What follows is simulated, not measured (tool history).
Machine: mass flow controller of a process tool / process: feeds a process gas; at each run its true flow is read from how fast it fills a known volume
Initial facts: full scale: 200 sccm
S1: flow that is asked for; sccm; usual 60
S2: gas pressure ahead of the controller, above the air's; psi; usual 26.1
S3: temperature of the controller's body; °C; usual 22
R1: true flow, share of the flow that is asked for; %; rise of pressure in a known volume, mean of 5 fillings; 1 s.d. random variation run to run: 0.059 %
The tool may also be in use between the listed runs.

run      day   S1    S2  S3      R1
  1    0.000   60  26.1  22   98.09
  2    6.971   60  26.1  22   98.14
  3   13.729   38  26.1  22   98.28
  4   17.692  173  26.1  22   99.30
  5   26.458  173  26.1  22   99.26
  6   32.671   60  26.1  26   98.56
  7   39.817   60  26.1  26   98.50
  8   46.208   60  26.1  26   98.59
  9   53.829   60  26.1  26   98.59
 10   60.592   60  26.1  26   98.77
 11   66.646   60  26.1  26   98.66
 12   75.350   60  26.1  22   98.43
 13   82.817   60  26.1  23   98.51
 14   89.088   60  26.1  23   98.48
 15   94.129  102  26.1  22   98.60
 16  100.858  102  26.1  22   98.52
 17  105.696  102  26.1  22   98.56
 18  110.217  102  26.1  22   98.67
 19  118.812  102  26.1  22   98.77
 20  123.596  102  26.1  22   98.59
 21  127.242  102  26.1  22   98.54
 22  134.225  102  26.1  22   98.75
 23  142.429  186  26.1  22   99.22
 24  147.342  186  26.1  22   99.29
 25  155.942  186  29.2  25   99.58
 26  161.567   31  26.1  34  100.81
 27  168.483   88  26.1  29   99.14
 28  173.879   88  26.1  29   99.22
 29  180.879   88  40.6  23   99.12
 30  186.604   88  40.6  23   99.11
 31  191.683   88  40.6  23   99.17
 32  197.258  152  33.6  24   99.42
 33  203.321  152  33.6  24   99.23
 34  208.121   42  25.8  26   99.93
 35  216.721   78  34.8  23   99.10
 36  222.133   78  34.8  23   99.18
 37  230.150   64  34.8  23   99.35
 38  234.883   64  34.8  23   99.45
 39  241.475   27  24.1  21  101.32
 40  245.458   27  29.0  21  101.52
 41  252.812   60  34.5  32  100.18
 42  261.279  156  27.6  35   99.94
     264.779  -- controller's zero set anew
 43  269.429   60  24.5  22   96.98
 44  273.833  194  39.3  28   99.34
 45  279.579  194  25.2  20   98.29
 46  283.271  194  25.2  20   98.39
 47  287.150   23  25.2  40   98.15
 48  292.867   23  25.2  40   98.17

Here are 3 independent what-if runs from the current tool condition. What would each one return?
  A  297.717  118  25.2  26   ?
  B  297.717  174  26.1  23   ?
  C  297.717   60  28.0  22   ?

run     R1
  A  97.83
  B  98.34
  C  97.15
What these runs would have given with no unlogged condition in the tool:
run     R1
  A  98.89
  B  99.45
  C  98.05
